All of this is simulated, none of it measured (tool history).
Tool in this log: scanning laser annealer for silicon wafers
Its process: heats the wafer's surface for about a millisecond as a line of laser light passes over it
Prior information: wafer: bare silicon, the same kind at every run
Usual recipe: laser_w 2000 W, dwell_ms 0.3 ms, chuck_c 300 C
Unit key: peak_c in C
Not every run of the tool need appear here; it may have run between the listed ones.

run 1 hour=0 | laser_w=2000 dwell_ms=0.3 chuck_c=300 | peak_c=1021
run 2 hour=6.1 | laser_w=2000 dwell_ms=0.3 chuck_c=300 | peak_c=1020
run 3 hour=12.1 | laser_w=2000 dwell_ms=0.3 chuck_c=300 | peak_c=1015
run 4 hour=16.4 | laser_w=2000 dwell_ms=0.3 chuck_c=300 | peak_c=1017
run 5 hour=24.8 | laser_w=2000 dwell_ms=0.3 chuck_c=300 | peak_c=1019
run 6 hour=30.2 | laser_w=2000 dwell_ms=0.254 chuck_c=300 | peak_c=963
run 7 hour=38.1 | laser_w=2000 dwell_ms=0.254 chuck_c=300 | peak_c=964
-- hour=40.6 window over the wafer cleaned
run 8 hour=44.1 | laser_w=1779 dwell_ms=0.3 chuck_c=300 | peak_c=899
run 9 hour=47.8 | laser_w=2000 dwell_ms=0.3 chuck_c=300 | peak_c=997
run 10 hour=54.4 | laser_w=1919 dwell_ms=0.3 chuck_c=300 | peak_c=963
run 11 hour=58.6 | laser_w=1919 dwell_ms=0.3 chuck_c=300 | peak_c=963
run 12 hour=64.6 | laser_w=1919 dwell_ms=0.3 chuck_c=300 | peak_c=964
run 13 hour=73 | laser_w=2000 dwell_ms=0.3 chuck_c=336 | peak_c=1035
run 14 hour=78.5 | laser_w=1784 dwell_ms=0.243 chuck_c=280 | peak_c=827
run 15 hour=82.2 | laser_w=1784 dwell_ms=0.243 chuck_c=280 | peak_c=823
-- hour=89.3 window over the wafer cleaned, once more
run 16 hour=92.8 | laser_w=1784 dwell_ms=0.243 chuck_c=290 | peak_c=872
run 17 hour=101.3 | laser_w=1784 dwell_ms=0.269 chuck_c=290 | peak_c=901
run 18 hour=107.8 | laser_w=1704 dwell_ms=0.297 chuck_c=304 | peak_c=905
run 19 hour=116 | laser_w=1848 dwell_ms=0.237 chuck_c=308 | peak_c=907
run 20 hour=123.8 | laser_w=1848 dwell_ms=0.237 chuck_c=308 | peak_c=907
run 21 hour=131.9 | laser_w=1848 dwell_ms=0.237 chuck_c=308 | peak_c=906
run 22 hour=138.4 | laser_w=1848 dwell_ms=0.237 chuck_c=308 | peak_c=908
run 23 hour=145.1 | laser_w=1958 dwell_ms=0.27 chuck_c=279 | peak_c=963

What if the next run were any one of these 3? Each begins from the tool's condition after run 23:
run A hour=154.1 | laser_w=1956 dwell_ms=0.33 chuck_c=332 | peak_c=?
run B hour=154.1 | laser_w=2012 dwell_ms=0.275 chuck_c=292 | peak_c=?
run C hour=154.1 | laser_w=2000 dwell_ms=0.226 chuck_c=269 | peak_c=?

run=A peak_c=1080
run=B peak_c=1004
run=C peak_c=916
With no hidden state in the tool, these same runs would have given:
run=A peak_c=1092
run=B peak_c=1015
run=C peak_c=927

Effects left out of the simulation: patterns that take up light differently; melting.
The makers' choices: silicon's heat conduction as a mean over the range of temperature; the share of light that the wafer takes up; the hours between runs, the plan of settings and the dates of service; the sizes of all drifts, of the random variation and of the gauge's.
